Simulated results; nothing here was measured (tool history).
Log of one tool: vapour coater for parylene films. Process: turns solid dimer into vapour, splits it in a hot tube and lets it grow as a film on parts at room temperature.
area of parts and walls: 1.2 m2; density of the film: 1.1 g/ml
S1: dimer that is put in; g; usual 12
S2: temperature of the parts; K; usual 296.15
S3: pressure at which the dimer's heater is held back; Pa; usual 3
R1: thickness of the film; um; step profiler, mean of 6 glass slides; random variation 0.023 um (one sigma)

{"run": 1, "hour": 0.0, "S1": 12, "S2": 296.15, "S3": 3, "R1": 6.75}
{"run": 2, "hour": 11.1, "S1": 12, "S2": 296.15, "S3": 3, "R1": 6.82}
{"run": 3, "hour": 31.5, "S1": 12, "S2": 296.15, "S3": 3, "R1": 6.77}
{"run": 4, "hour": 46.1, "S1": 12, "S2": 296.15, "S3": 3, "R1": 6.79}
{"run": 5, "hour": 64.3, "S1": 12, "S2": 296.15, "S3": 3, "R1": 6.77}
{"run": 6, "hour": 82.6, "S1": 12, "S2": 296.15, "S3": 3, "R1": 6.76}
{"run": 7, "hour": 91.5, "S1": 22, "S2": 296.15, "S3": 3, "R1": 12.47}
{"run": 8, "hour": 112.5, "S1": 7, "S2": 302.15, "S3": 3, "R1": 2.96}
{"run": 9, "hour": 121.8, "S1": 7, "S2": 302.15, "S3": 3, "R1": 2.94}
{"run": 10, "hour": 138.0, "S1": 7, "S2": 302.15, "S3": 3, "R1": 3.08}

Not shown: 1 entry that the log had between the listed runs. Between which runs, and how does the tool's hidden state differ before and after?
Between runs 9 and 10: trap's valve overhauled (hour 129)
  vapour lost through the trap's worn valve, %: 4.2 -> 0.3; true temperature of the parts over the reading, C: -0.52 -> -0.53
  measured less the result without the state, R1: -0.06 -> +0.07 um
